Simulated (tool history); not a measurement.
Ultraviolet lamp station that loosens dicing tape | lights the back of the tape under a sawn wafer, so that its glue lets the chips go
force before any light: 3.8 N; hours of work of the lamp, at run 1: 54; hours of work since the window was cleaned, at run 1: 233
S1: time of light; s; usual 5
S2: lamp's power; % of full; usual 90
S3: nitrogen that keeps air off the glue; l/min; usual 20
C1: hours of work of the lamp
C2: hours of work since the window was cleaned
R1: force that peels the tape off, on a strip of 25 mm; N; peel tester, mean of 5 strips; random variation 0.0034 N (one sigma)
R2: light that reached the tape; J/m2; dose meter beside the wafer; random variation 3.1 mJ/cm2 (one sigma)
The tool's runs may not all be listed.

run,hour,S1,S2,S3,C1,C2,R1,R2
1,0,5,90,20,54,233,0.211,4370
2,36.5,5,67,20,70,249,0.28,3230
# hour 110.4: window cleaned of glue's vapour
3,111.3,5,67,20,103,0,0.307,3020
4,186.7,5,87,20,136,34,0.234,3860
5,242.5,5,87,20,160,58,0.231,3790
6,300.2,5,87,20,186,84,0.239,3670
7,355.6,5,87,20,210,108,0.241,3680
# hour 420.7: window cleaned of glue's vapour, once more
8,440.1,5,87,20,247,9,0.218,4100
9,507.7,5,87,20,277,38,0.222,4050
10,593.6,5,90,26,315,76,0.213,4120
11,666.2,5,90,26,347,108,0.212,4000
12,739.5,5,90,26,379,140,0.22,3940
13,785,5,90,26,399,160,0.224,3850
14,839.9,5,90,26,423,184,0.224,3800
15,921.4,5,99,26,459,220,0.205,4070
16,990.7,5,99,26,489,251,0.217,4050
17,1036.8,5,99,26,510,271,0.214,3910
# hour 1057.8: window cleaned of glue's vapour
18,1106.9,2,93,7,540,22,1.108,1570
19,1157,2,93,7,562,44,1.14,1540
20,1236.1,5,92,20,597,78,0.235,3700
21,1276.2,8,90,29,615,96,0.189,5730
22,1349.3,8,90,29,647,128,0.18,5530
23,1414.3,5,96,28,676,157,0.233,3620

Forecast each of these 3 alternatives for the next run:
# hour 1454.9: lamp changed
A,1475.1,8,90,20,9,183,?,?
# hour 1454.9: lamp changed
B,1475.1,5,83,28,9,183,?,?
# hour 1454.9: lamp changed
C,1475.1,2,96,28,9,183,?,?

run,R1,R2
A,0.186,7230
B,0.211,4180
C,0.568,1950
Without the tool's hidden state the same runs would have given:
run,R1,R2
A,0.185,7640
B,0.204,4420
C,0.521,2060

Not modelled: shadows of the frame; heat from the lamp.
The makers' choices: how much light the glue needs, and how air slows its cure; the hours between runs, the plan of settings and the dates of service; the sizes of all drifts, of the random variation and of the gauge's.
